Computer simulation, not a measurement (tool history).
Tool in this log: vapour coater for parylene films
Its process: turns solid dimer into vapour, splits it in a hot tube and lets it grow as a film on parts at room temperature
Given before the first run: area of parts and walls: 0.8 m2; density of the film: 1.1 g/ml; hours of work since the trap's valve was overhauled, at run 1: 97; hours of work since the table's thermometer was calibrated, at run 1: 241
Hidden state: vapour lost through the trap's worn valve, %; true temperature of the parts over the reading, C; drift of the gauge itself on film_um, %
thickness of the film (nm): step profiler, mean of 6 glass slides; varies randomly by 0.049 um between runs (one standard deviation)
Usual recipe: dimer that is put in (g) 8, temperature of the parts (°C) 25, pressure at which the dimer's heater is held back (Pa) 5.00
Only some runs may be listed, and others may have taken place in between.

run,hour,dimer that is put in (g),temperature of the parts (°C),pressure at which the dimer's heater is held back (Pa),hours of work since the trap's valve was overhauled,hours of work since the table's thermometer was calibrated,thickness of the film (nm)
1,0.0,8,25,5.00,97,241,5880
2,14.7,8,25,5.00,105,249,5850
3,31.2,8,25,5.00,113,258,5910
4,44.8,8,25,5.00,121,265,5810
5,59.1,8,25,5.00,128,273,5840
6,79.8,8,25,5.52,140,284,5730
7,89.5,8,25,5.52,145,289,5820
8,103.8,13,25,5.00,152,297,9450
9,120.0,8,25,9.39,161,305,5610
10,131.2,8,25,9.39,167,311,5650
11,144.5,8,25,5.00,174,319,5880
12,154.1,8,25,5.00,180,324,5830
13,164.5,8,25,5.00,185,329,5800
14,178.2,5,25,5.00,192,337,3680
15,190.3,8,25,9.48,199,343,5580
16,210.1,8,25,9.48,210,354,5630
17,231.1,8,25,9.48,221,365,5580
18,246.4,8,25,9.48,229,373,5560
19,265.4,8,25,9.48,239,384,5550
20,280.2,8,25,9.48,247,392,5530
# hour 291.7: trap's valve overhauled
21,298.7,8,25,9.48,4,399,5570
22,315.6,11,32,2.37,13,409,7240
23,325.5,11,32,2.37,18,414,7230
24,344.0,11,32,10.55,28,424,6530
25,353.6,4,25,6.01,33,429,2870
26,368.0,4,25,6.01,41,437,2880
27,387.8,4,25,3.31,52,447,3030
28,401.4,8,30,5.00,59,455,5280
29,422.5,8,30,5.00,70,466,5330
30,436.9,8,20,8.61,78,474,6350
31,453.4,8,20,8.61,87,483,6260
32,472.0,4,32,10.40,97,493,2410
33,484.2,4,32,10.40,104,499,2400
34,498.8,3,23,3.59,111,507,2370
35,513.4,5,18,5.00,119,515,4260
36,531.4,5,18,5.00,129,525,4220
37,542.2,5,18,5.00,135,530,4160
38,554.5,5,25,3.39,141,537,3800

Forecast each of these 5 alternatives for the next run:
A,570.6,6,24,2.56,150,546,?
B,570.6,4,25,5.00,150,546,?
C,570.6,12,25,9.39,150,546,?
D,570.6,7,26,7.49,150,546,?
E,570.6,5,25,3.03,150,546,?

run,thickness of the film (nm)
A,4730
B,2910
C,8310
D,4870
E,3780
Without the tool's unlogged condition, the same runs would have read:
run,thickness of the film (nm)
A,4750
B,2920
C,8340
D,4880
E,3800
